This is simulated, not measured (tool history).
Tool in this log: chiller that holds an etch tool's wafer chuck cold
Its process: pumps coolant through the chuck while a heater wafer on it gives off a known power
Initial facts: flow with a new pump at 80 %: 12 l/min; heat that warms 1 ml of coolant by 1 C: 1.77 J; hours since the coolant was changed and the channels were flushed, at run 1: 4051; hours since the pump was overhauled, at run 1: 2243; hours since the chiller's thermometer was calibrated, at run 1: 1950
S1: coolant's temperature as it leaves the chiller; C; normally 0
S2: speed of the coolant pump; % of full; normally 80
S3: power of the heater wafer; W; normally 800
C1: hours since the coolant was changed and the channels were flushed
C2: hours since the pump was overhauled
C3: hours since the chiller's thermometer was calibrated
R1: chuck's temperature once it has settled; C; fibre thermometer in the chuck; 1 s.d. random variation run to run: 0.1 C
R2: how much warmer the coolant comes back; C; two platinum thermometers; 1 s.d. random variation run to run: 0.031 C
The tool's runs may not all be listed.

run,hour,S1,S2,S3,C1,C2,C3,R1,R2
1,0,0,80,800,4051,2243,1950,6.8,2.23
2,39.3,0,80,800,4090,2283,1990,6.8,2.27
3,91.8,0,80,800,4143,2335,2042,6.9,2.31
4,125.2,0,80,681,4176,2369,2076,5.8,1.95
5,176.1,0,80,681,4227,2420,2126,5.7,1.91
6,201.2,0,80,681,4252,2445,2152,5.9,1.94
7,259.5,0,80,681,4310,2503,2210,5.6,1.87
8,307.1,0,80,1179,4358,2550,2257,10.1,3.39
9,348.3,-2,80,800,4399,2592,2299,4.8,2.3
10,404,-9,68,800,4455,2647,2354,-1,2.67
11,434.3,-9,68,800,4485,2678,2385,-1.3,2.62
12,494,0,80,484,4545,2737,2444,4.3,1.36
13,547.7,0,80,484,4599,2791,2498,4.3,1.41
14,598.1,0,70,680,4649,2842,2548,6.6,2.2
15,628.9,0,62,1191,4680,2872,2579,12.7,4.34
16,680.1,0,80,468,4731,2924,2631,4.1,1.35
17,712.2,0,80,468,4763,2956,2663,4,1.35
18,759.2,0,80,468,4810,3003,2710,4,1.32

Branching from run 18: 3 alternative next runs. What would each branch give?
A,803.4,3,80,800,4854,3047,2754,?,?
B,803.4,0,80,860,4854,3047,2754,?,?
C,803.4,0,61,524,4854,3047,2754,?,?

run,R1,R2
A,9.8,2.24
B,7.4,2.45
C,5.7,1.98
Had the tool no hidden state, the same runs would have come out as:
run,R1,R2
A,9.8,2.24
B,7.4,2.45
C,5.7,1.98
